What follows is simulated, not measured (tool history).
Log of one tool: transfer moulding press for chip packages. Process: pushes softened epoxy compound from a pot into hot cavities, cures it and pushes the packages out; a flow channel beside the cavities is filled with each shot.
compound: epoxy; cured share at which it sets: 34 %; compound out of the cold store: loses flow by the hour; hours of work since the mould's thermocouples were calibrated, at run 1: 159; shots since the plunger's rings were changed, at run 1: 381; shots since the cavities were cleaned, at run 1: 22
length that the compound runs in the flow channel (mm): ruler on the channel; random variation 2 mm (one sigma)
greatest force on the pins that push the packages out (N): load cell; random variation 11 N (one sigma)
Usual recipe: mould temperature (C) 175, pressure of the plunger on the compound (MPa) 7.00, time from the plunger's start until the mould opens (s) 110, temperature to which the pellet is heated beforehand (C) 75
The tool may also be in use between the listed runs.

run,hour,mould temperature (C),pressure of the plunger on the compound (MPa),time from the plunger's start until the mould opens (s),temperature to which the pellet is heated beforehand (C),hours of work since the mould's thermocouples were calibrated,shots since the plunger's rings were changed,shots since the cavities were cleaned,incoming compound's hours out of the cold store,length that the compound runs in the flow channel (mm),greatest force on the pins that push the packages out (N)
1,0.0,175,7.00,110,75,159,381,22,47.0,494,457
2,11.8,175,7.00,110,75,166,508,149,43.1,506,489
3,23.0,170,7.00,110,75,173,629,270,23.4,563,656
4,32.4,170,7.00,110,75,179,730,371,42.1,518,622
5,38.2,170,7.00,110,71,183,792,433,46.6,509,611
6,46.1,175,7.00,110,75,188,877,518,41.2,507,478
7,56.9,175,7.00,110,71,195,994,635,23.2,554,498
# hour 66.7: cavities cleaned with cleaning compound and waxed
8,69.5,182,7.00,110,71,202,1113,30,24.9,532,395
9,76.0,175,7.00,110,75,206,1183,100,30.1,534,472
10,85.0,175,7.00,110,75,212,1280,197,30.1,536,478
11,91.4,175,7.00,104,75,216,1349,266,16.9,570,555
12,100.9,175,7.00,104,75,222,1451,368,31.6,529,515
13,112.2,181,7.00,110,75,229,1572,489,17.8,551,399
14,121.3,181,7.00,110,75,235,1670,587,19.2,547,423
15,126.4,171,7.00,110,75,238,1726,643,22.9,564,617
# hour 135.8: cavities cleaned with cleaning compound and waxed
16,137.4,182,7.00,110,74,244,1827,16,40.5,496,386
17,143.0,177,7.00,105,70,248,1888,77,40.3,505,448
18,150.2,177,7.00,105,70,252,1965,154,24.6,542,480
19,157.9,179,8.07,93,82,257,2049,238,38.4,544,506
20,166.9,179,8.07,93,82,263,2145,334,20.9,588,512
21,177.1,171,7.00,110,83,269,2255,444,42.2,514,588
22,188.6,171,8.71,110,85,276,2378,567,18.9,638,607

Predict the results of run 23:
23,194.7,171,8.71,110,85,280,2444,633,42.6,?,?

{"run 23": {"length that the compound runs in the flow channel (mm)": 568, "greatest force on the pins that push the packages out (N)": 564}}
On a tool with no hidden condition, and with the same random variation, this run would have come out at length that the compound runs in the flow channel (mm) 569, greatest force on the pins that push the packages out (N) 556.

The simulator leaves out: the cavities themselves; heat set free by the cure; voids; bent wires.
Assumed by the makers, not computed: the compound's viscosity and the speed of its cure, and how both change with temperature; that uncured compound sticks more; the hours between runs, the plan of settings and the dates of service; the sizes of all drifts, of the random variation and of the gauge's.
